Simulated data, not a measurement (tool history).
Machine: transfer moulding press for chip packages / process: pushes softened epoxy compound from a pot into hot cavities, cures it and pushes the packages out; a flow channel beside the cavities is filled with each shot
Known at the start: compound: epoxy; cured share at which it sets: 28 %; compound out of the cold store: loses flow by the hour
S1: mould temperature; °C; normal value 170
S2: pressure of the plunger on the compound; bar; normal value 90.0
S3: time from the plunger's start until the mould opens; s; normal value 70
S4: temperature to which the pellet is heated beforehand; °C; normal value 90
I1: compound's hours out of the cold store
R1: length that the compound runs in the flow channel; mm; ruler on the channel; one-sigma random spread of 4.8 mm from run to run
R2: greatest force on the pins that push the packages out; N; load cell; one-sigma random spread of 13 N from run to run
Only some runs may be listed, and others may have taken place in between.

run 1 hour=0.0 | S1=170 S2=90.0 S3=70 S4=90 | I1=20.2 | R1=847 R2=613
run 2 hour=28.7 | S1=177 S2=90.0 S3=70 S4=90 | I1=44.1 | R1=719 R2=413
-- hour=32.1 cavities cleaned with cleaning compound and waxed
-- hour=60.1 plunger's sealing rings changed
run 3 hour=60.7 | S1=170 S2=81.8 S3=70 S4=90 | I1=26.9 | R1=782 R2=634
-- hour=70.6 cavities cleaned with cleaning compound and waxed
run 4 hour=91.2 | S1=170 S2=81.8 S3=70 S4=90 | I1=34.0 | R1=751 R2=628
-- hour=105.7 cavities cleaned with cleaning compound and waxed
run 5 hour=114.8 | S1=170 S2=90.0 S3=70 S4=90 | I1=22.7 | R1=832 R2=666
-- hour=139.9 cavities cleaned with cleaning compound and waxed
run 6 hour=141.5 | S1=170 S2=90.0 S3=59 S4=90 | I1=36.0 | R1=777 R2=925
run 7 hour=155.8 | S1=170 S2=90.0 S3=70 S4=90 | I1=22.2 | R1=846 R2=637
-- hour=176.4 cavities cleaned with cleaning compound and waxed
run 8 hour=179.6 | S1=170 S2=90.0 S3=70 S4=90 | I1=24.2 | R1=829 R2=635
run 9 hour=195.2 | S1=170 S2=90.0 S3=70 S4=90 | I1=18.3 | R1=864 R2=658
-- hour=210.9 cavities cleaned with cleaning compound and waxed
run 10 hour=228.9 | S1=170 S2=90.0 S3=70 S4=90 | I1=22.4 | R1=846 R2=642
-- hour=235.4 mould's thermocouples calibrated
-- hour=248.9 cavities cleaned with cleaning compound and waxed
run 11 hour=253.6 | S1=170 S2=90.0 S3=70 S4=90 | I1=29.2 | R1=802 R2=614
run 12 hour=280.1 | S1=170 S2=90.0 S3=70 S4=90 | I1=36.1 | R1=786 R2=619
-- hour=283.9 cavities cleaned with cleaning compound and waxed
run 13 hour=297.5 | S1=170 S2=97.6 S3=70 S4=90 | I1=23.0 | R1=870 R2=660
-- hour=319.5 cavities cleaned with cleaning compound and waxed
run 14 hour=332.3 | S1=170 S2=97.6 S3=70 S4=90 | I1=27.4 | R1=840 R2=647
run 15 hour=347.0 | S1=175 S2=70.4 S3=59 S4=83 | I1=38.5 | R1=664 R2=719

Forecast run 16:
-- hour=355.4 cavities cleaned with cleaning compound and waxed
run 16 hour=373.2 | S1=170 S2=90.0 S3=70 S4=85 | I1=17.6 | R1=? R2=?

{"run 16": {"R1": 871, "R2": 657}}
With no hidden state in the tool, this same run would have given R1 872 mm, R2 651 N.
